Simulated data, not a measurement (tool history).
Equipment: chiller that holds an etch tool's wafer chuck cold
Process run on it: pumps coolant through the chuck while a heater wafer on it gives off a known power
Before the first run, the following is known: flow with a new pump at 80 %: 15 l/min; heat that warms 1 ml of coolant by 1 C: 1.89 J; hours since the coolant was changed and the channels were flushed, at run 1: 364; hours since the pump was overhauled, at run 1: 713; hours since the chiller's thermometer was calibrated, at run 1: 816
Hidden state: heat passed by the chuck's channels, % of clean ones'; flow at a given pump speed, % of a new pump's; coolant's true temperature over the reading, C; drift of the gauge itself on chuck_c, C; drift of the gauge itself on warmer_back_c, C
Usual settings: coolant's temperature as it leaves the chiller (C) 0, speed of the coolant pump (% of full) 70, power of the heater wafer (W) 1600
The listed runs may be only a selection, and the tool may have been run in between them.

| run | hour | coolant's temperature as it leaves the chiller (C) | speed of the coolant pump (% of full) | power of the heater wafer (W) | hours since the coolant was changed and the channels were flushed | hours since the pump was overhauled | hours since the chiller's thermometer was calibrated | chuck's temperature once it has settled (C) | how much warmer the coolant comes back (C) |
|---|---|---|---|---|---|---|---|---|---|
| 1 | 0 | 0 | 70 | 1600 | 364 | 713 | 816 | 19.9 | 3.82 |
| 2 | 38.3 | 0 | 70 | 1600 | 402 | 751 | 854 | 19.7 | 3.85 |
| 3 | 114.4 | 0 | 70 | 1600 | 478 | 827 | 930 | 19.8 | 3.92 |
| 4 | 174.7 | 0 | 70 | 1600 | 538 | 887 | 991 | 19.7 | 3.83 |
| 5 | 243.7 | 0 | 70 | 1600 | 607 | 956 | 1060 | 19.7 | 3.99 |
| 6 | 303.5 | 0 | 70 | 1600 | 667 | 1016 | 1120 | 19.9 | 3.9 |
| 7 | 368.7 | 0 | 70 | 1600 | 732 | 1081 | 1185 | 19.8 | 3.93 |
| 8 | 426.9 | 0 | 70 | 1600 | 790 | 1140 | 1243 | 19.6 | 3.95 |
| 9 | 484.7 | 0 | 70 | 1174 | 848 | 1197 | 1301 | 14.5 | 2.91 |
| 10 | 545 | 0 | 70 | 1600 | 909 | 1258 | 1361 | 19.7 | 3.96 |
| 11 | 621.2 | 0 | 70 | 1781 | 985 | 1334 | 1437 | 22.1 | 4.42 |
| 12 | 666 | 0 | 70 | 2051 | 1030 | 1379 | 1482 | 25.5 | 5.08 |
| 13 | 732.5 | 0 | 70 | 1600 | 1096 | 1445 | 1549 | 19.7 | 3.98 |
| 14 | 782.5 | 0 | 70 | 1600 | 1146 | 1495 | 1599 | 19.8 | 3.94 |
| 15 | 825 | -9 | 70 | 1600 | 1189 | 1538 | 1641 | 10.9 | 3.96 |
| 16 | 871.3 | -9 | 70 | 1600 | 1235 | 1584 | 1687 | 10.9 | 3.99 |
| 17 | 934 | -9 | 70 | 1600 | 1298 | 1647 | 1750 | 10.7 | 3.95 |
| 18 | 985 | 0 | 70 | 2225 | 1349 | 1698 | 1801 | 27.5 | 5.52 |
| 19 | 1062.2 | 0 | 70 | 2225 | 1426 | 1775 | 1878 | 27.6 | 5.5 |
| 20 | 1108 | 0 | 70 | 2225 | 1472 | 1821 | 1924 | 27.5 | 5.55 |
| 21 | 1180.5 | 0 | 76 | 1200 | 1544 | 1893 | 1997 | 14 | 2.81 |
| 22 | 1238.1 | -10 | 66 | 1200 | 1602 | 1951 | 2054 | 5.5 | 3.24 |
| 23 | 1296.2 | -4 | 70 | 1600 | 1660 | 2009 | 2112 | 15.8 | 4.1 |
| 24 | 1358.7 | -7 | 84 | 1405 | 1722 | 2071 | 2175 | 8.1 | 3.02 |
| 25 | 1416.7 | 2 | 68 | 1727 | 1780 | 2129 | 2233 | 23.8 | 4.47 |
| 26 | 1487.7 | 2 | 68 | 1727 | 1851 | 2200 | 2304 | 23.9 | 4.51 |
| 27 | 1531.3 | -1 | 65 | 1481 | 1895 | 2244 | 2347 | 18.4 | 4.07 |
| 28 | 1587 | 3 | 70 | 1362 | 1951 | 2300 | 2403 | 19.8 | 3.54 |
| 29 | 1636.8 | 3 | 70 | 1362 | 2000 | 2349 | 2453 | 19.8 | 3.53 |
| 30 | 1693.2 | 3 | 70 | 1362 | 2057 | 2406 | 2509 | 20 | 3.56 |
| 31 | 1728.6 | 3 | 81 | 2308 | 2092 | 2441 | 2545 | 28.7 | 5.02 |

Table of differences, measured result less the result of that run with no hidden state. Run-to-run variation is the same in both. Gauge scatter possibly is not:
| run | how much warmer the coolant comes back (C) |
|---|---|
| 1 | +0 |
| 2 | +0.01 |
| 3 | +0.01 |
| 4 | +0.02 |
| 5 | +0.04 |
| 6 | +0.04 |
| 7 | +0.05 |
| 8 | +0.06 |
| 9 | +0.07 |
| 10 | +0.08 |
| 11 | +0.09 |
| 12 | +0.1 |
| 13 | +0.11 |
| 14 | +0.11 |
| 15 | +0.12 |
| 16 | +0.12 |
| 17 | +0.13 |
| 18 | +0.14 |
| 19 | +0.16 |
| 20 | +0.16 |
| 21 | +0.17 |
| 22 | +0.17 |
| 23 | +0.19 |
| 24 | +0.19 |
| 25 | +0.2 |
| 26 | +0.21 |
| 27 | +0.21 |
| 28 | +0.23 |
| 29 | +0.23 |
| 30 | +0.24 |
| 31 | +0.25 |
For chuck's temperature once it has settled (C), the value without the hidden state is never more than 0.1 from the measured value.

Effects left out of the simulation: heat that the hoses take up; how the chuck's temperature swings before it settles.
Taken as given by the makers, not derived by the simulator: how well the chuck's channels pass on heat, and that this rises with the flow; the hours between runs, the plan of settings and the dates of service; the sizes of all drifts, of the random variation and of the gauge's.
